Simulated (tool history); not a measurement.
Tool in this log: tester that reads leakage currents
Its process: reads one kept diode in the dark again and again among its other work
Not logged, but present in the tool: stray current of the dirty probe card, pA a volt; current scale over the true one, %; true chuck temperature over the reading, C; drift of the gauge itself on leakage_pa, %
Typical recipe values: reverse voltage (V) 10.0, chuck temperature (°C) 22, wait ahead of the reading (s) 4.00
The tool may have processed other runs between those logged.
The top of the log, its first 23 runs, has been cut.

run	hour	reverse voltage (V)	chuck temperature (°C)	wait ahead of the reading (s)	hours of work since the probe card was cleaned	hours of work since the tester was calibrated	hours of work since the chuck was calibrated	current that the tester gives (pA)
# hour 2377.6: probe card cleaned and baked
24	2377.6	1.3	26	0.82	0	3686	2035	72.56
25	2438.2	1.3	20	1.97	40	3726	2075	44.98
26	2555.3	1.0	35	1.13	118	3804	2153	126.34
27	2676.9	3.1	54	0.69	198	3884	2233	893.99
# hour 2759.4: chuck's temperature calibrated
28	2791.5	6.5	50	7.10	273	3959	21	870.25
29	2904.3	10.0	30	4.67	347	4033	96	262.58
30	3020.4	1.8	34	9.81	424	4110	173	138.96
31	3081.7	1.8	34	9.81	465	4151	213	140.68
32	3147.6	4.7	47	1.28	508	4195	257	609.14
33	3227.7	4.7	47	1.28	562	4248	310	611.36
34	3303.5	9.6	23	0.93	612	4298	360	159.13
35	3383.7	5.4	22	4.00	665	4351	413	105.58
36	3500.9	5.4	22	4.00	742	4429	491	107.25
37	3585.9	4.0	36	1.44	799	4485	547	261.26
38	3655.8	2.1	36	1.44	845	4531	594	184.39
39	3733.1	10.1	26	0.38	896	4582	645	219.29

4 options for the next run, each taken on its own from the tool as it stands now. Forecast them:
A	3841.5	10.1	26	8.02	968	4654	716	?
B	3841.5	2.6	54	1.53	968	4654	716	?
C	3841.5	2.0	32	4.00	968	4654	716	?
D	3841.5	2.2	22	4.85	968	4654	716	?

run	current that the tester gives (pA)
A	214.31
B	739.78
C	136.03
D	66.34
Without the tool's hidden state the same runs would have given:
run	current that the tester gives (pA)
A	185.35
B	693.70
C	124.36
D	58.63

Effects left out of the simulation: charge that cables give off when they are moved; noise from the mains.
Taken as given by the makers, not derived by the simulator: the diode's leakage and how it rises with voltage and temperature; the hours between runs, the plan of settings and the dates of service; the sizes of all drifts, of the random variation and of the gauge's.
